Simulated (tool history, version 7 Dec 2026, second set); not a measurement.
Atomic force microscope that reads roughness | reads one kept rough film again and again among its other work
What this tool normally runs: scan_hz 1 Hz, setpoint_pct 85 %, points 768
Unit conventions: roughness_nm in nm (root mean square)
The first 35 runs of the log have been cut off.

run    hour  scan_hz  setpoint_pct  points  roughness_nm
 36  1008.9     1.31            87     274         4.172
 37  1029.1     3.01            57     768         4.444
 38    1054     0.69            75     665          4.48
       1070  -- new tip fitted
 39    1090     2.54            69     665         4.314
     1104.9  -- height scale calibrated on a step standard
 40    1128     2.54            71     430         4.301
 41  1160.4     0.56            85     518         4.425
 42  1184.7     0.56            85     518         4.449
     1205.5  -- new tip fitted
 43    1222        1            73     922         4.455
 44  1251.9     3.48            66     768         4.259
 45  1277.6     3.48            80     768         3.934
 46  1297.9     1.05            86     745          4.31

Run 47, settings as shown, results not yet in. Your forecast:
 47  1332        1            65     768             ?

Run 47 measured roughness_nm 4.475 nm (root mean square).
Had the tool carried no hidden state, the very same run would have given roughness_nm 4.496 nm (root mean square).

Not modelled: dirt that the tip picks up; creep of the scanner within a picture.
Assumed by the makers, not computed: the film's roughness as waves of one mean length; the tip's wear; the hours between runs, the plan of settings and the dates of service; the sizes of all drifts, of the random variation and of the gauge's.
